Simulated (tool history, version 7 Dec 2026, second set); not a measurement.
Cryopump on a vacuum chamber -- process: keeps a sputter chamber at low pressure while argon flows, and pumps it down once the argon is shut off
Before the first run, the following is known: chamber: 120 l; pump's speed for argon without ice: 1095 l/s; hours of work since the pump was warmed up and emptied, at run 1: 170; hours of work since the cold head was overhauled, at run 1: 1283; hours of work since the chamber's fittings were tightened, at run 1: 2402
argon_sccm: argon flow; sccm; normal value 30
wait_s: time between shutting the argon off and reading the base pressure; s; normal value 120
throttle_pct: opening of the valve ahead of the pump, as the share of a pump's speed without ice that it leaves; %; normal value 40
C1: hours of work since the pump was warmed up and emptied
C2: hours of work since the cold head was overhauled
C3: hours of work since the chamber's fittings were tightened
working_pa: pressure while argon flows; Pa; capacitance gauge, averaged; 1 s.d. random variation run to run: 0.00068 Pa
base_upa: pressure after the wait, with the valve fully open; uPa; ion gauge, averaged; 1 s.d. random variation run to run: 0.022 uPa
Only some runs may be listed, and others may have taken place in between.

{"run": 1, "hour": 0.0, "argon_sccm": 30, "wait_s": 120, "throttle_pct": 40, "C1": 170, "C2": 1283, "C3": 2402, "working_pa": 0.1229, "base_upa": 2.18}
{"run": 2, "hour": 58.3, "argon_sccm": 57, "wait_s": 120, "throttle_pct": 40, "C1": 218, "C2": 1331, "C3": 2450, "working_pa": 0.234, "base_upa": 2.24}
{"run": 3, "hour": 139.0, "argon_sccm": 57, "wait_s": 120, "throttle_pct": 40, "C1": 284, "C2": 1397, "C3": 2516, "working_pa": 0.2393, "base_upa": 2.42}
{"run": 4, "hour": 193.8, "argon_sccm": 57, "wait_s": 120, "throttle_pct": 40, "C1": 328, "C2": 1441, "C3": 2560, "working_pa": 0.2429, "base_upa": 2.52}
{"hour": 215.4, "done": "pump warmed up, emptied and cooled again"}
{"run": 5, "hour": 244.4, "argon_sccm": 57, "wait_s": 120, "throttle_pct": 40, "C1": 24, "C2": 1479, "C3": 2598, "working_pa": 0.2228, "base_upa": 2.17}
{"run": 6, "hour": 316.4, "argon_sccm": 57, "wait_s": 120, "throttle_pct": 40, "C1": 83, "C2": 1538, "C3": 2656, "working_pa": 0.2261, "base_upa": 2.23}
{"run": 7, "hour": 393.2, "argon_sccm": 57, "wait_s": 120, "throttle_pct": 40, "C1": 145, "C2": 1600, "C3": 2719, "working_pa": 0.2293, "base_upa": 2.32}
{"run": 8, "hour": 447.6, "argon_sccm": 30, "wait_s": 120, "throttle_pct": 38, "C1": 190, "C2": 1645, "C3": 2764, "working_pa": 0.1286, "base_upa": 2.39}
{"run": 9, "hour": 499.1, "argon_sccm": 30, "wait_s": 120, "throttle_pct": 38, "C1": 232, "C2": 1687, "C3": 2806, "working_pa": 0.1295, "base_upa": 2.54}
{"hour": 575.1, "done": "leaking fittings of the chamber tightened, without venting"}
{"run": 10, "hour": 577.9, "argon_sccm": 30, "wait_s": 120, "throttle_pct": 23, "C1": 295, "C2": 1750, "C3": 2, "working_pa": 0.2133, "base_upa": 0.69}
{"run": 11, "hour": 626.1, "argon_sccm": 30, "wait_s": 120, "throttle_pct": 23, "C1": 334, "C2": 1789, "C3": 42, "working_pa": 0.2165, "base_upa": 0.69}
{"hour": 645.1, "done": "pump warmed up, emptied and cooled again"}
{"run": 12, "hour": 714.2, "argon_sccm": 30, "wait_s": 120, "throttle_pct": 28, "C1": 56, "C2": 1857, "C3": 110, "working_pa": 0.1676, "base_upa": 0.68}
{"run": 13, "hour": 764.9, "argon_sccm": 30, "wait_s": 120, "throttle_pct": 28, "C1": 98, "C2": 1899, "C3": 151, "working_pa": 0.1715, "base_upa": 0.74}
{"run": 14, "hour": 828.4, "argon_sccm": 30, "wait_s": 120, "throttle_pct": 28, "C1": 150, "C2": 1950, "C3": 203, "working_pa": 0.171, "base_upa": 0.74}
{"run": 15, "hour": 867.8, "argon_sccm": 30, "wait_s": 120, "throttle_pct": 28, "C1": 182, "C2": 1983, "C3": 235, "working_pa": 0.1708, "base_upa": 0.81}
{"run": 16, "hour": 915.2, "argon_sccm": 30, "wait_s": 120, "throttle_pct": 52, "C1": 221, "C2": 2021, "C3": 274, "working_pa": 0.0982, "base_upa": 0.81}
{"run": 17, "hour": 984.9, "argon_sccm": 30, "wait_s": 120, "throttle_pct": 52, "C1": 278, "C2": 2078, "C3": 331, "working_pa": 0.1006, "base_upa": 0.9}
{"run": 18, "hour": 1033.2, "argon_sccm": 16, "wait_s": 154, "throttle_pct": 52, "C1": 317, "C2": 2118, "C3": 370, "working_pa": 0.0538, "base_upa": 0.84}
{"hour": 1068.8, "done": "pump warmed up, emptied and cooled again"}
{"run": 19, "hour": 1113.1, "argon_sccm": 16, "wait_s": 26, "throttle_pct": 31, "C1": 36, "C2": 2179, "C3": 432, "working_pa": 0.0808, "base_upa": 1.98}
{"run": 20, "hour": 1171.0, "argon_sccm": 31, "wait_s": 192, "throttle_pct": 24, "C1": 84, "C2": 2227, "C3": 479, "working_pa": 0.2041, "base_upa": 0.81}
{"run": 21, "hour": 1234.3, "argon_sccm": 31, "wait_s": 192, "throttle_pct": 24, "C1": 135, "C2": 2278, "C3": 531, "working_pa": 0.204, "base_upa": 0.85}
{"run": 22, "hour": 1273.7, "argon_sccm": 21, "wait_s": 108, "throttle_pct": 23, "C1": 168, "C2": 2310, "C3": 563, "working_pa": 0.1462, "base_upa": 1.04}
{"run": 23, "hour": 1346.7, "argon_sccm": 27, "wait_s": 61, "throttle_pct": 31, "C1": 227, "C2": 2370, "C3": 623, "working_pa": 0.1425, "base_upa": 1.33}
{"run": 24, "hour": 1427.8, "argon_sccm": 34, "wait_s": 262, "throttle_pct": 40, "C1": 293, "C2": 2436, "C3": 689, "working_pa": 0.1434, "base_upa": 0.99}
{"run": 25, "hour": 1477.1, "argon_sccm": 20, "wait_s": 257, "throttle_pct": 40, "C1": 334, "C2": 2477, "C3": 729, "working_pa": 0.086, "base_upa": 1.06}
{"hour": 1491.9, "done": "pump warmed up, emptied and cooled again"}
{"run": 26, "hour": 1557.6, "argon_sccm": 20, "wait_s": 257, "throttle_pct": 40, "C1": 54, "C2": 2538, "C3": 791, "working_pa": 0.0782, "base_upa": 0.97}
{"run": 27, "hour": 1612.9, "argon_sccm": 19, "wait_s": 120, "throttle_pct": 16, "C1": 99, "C2": 2584, "C3": 836, "working_pa": 0.1846, "base_upa": 1.12}
{"run": 28, "hour": 1675.2, "argon_sccm": 19, "wait_s": 66, "throttle_pct": 50, "C1": 150, "C2": 2635, "C3": 887, "working_pa": 0.0622, "base_upa": 1.38}
{"run": 29, "hour": 1757.5, "argon_sccm": 29, "wait_s": 36, "throttle_pct": 16, "C1": 217, "C2": 2702, "C3": 954, "working_pa": 0.2868, "base_upa": 1.92}
{"run": 30, "hour": 1815.4, "argon_sccm": 29, "wait_s": 36, "throttle_pct": 16, "C1": 264, "C2": 2749, "C3": 1002, "working_pa": 0.2921, "base_upa": 2.08}
{"run": 31, "hour": 1885.3, "argon_sccm": 29, "wait_s": 36, "throttle_pct": 16, "C1": 322, "C2": 2806, "C3": 1059, "working_pa": 0.2907, "base_upa": 2.11}
{"hour": 1917.4, "done": "pump warmed up, emptied and cooled again"}
{"run": 32, "hour": 1954.9, "argon_sccm": 29, "wait_s": 36, "throttle_pct": 16, "C1": 31, "C2": 2859, "C3": 1112, "working_pa": 0.2793, "base_upa": 1.96}

Run 33 is up next; what results do you expect?
{"run": 33, "hour": 2024.4, "argon_sccm": 16, "wait_s": 45, "throttle_pct": 40, "C1": 87, "C2": 2916, "C3": 1168, "working_pa": "?", "base_upa": "?"}

{"run 33": {"working_pa": 0.0643, "base_upa": 1.82}}
With no hidden state in the tool, this same run would have given working_pa 0.0623 Pa, base_upa 1.1 uPa.
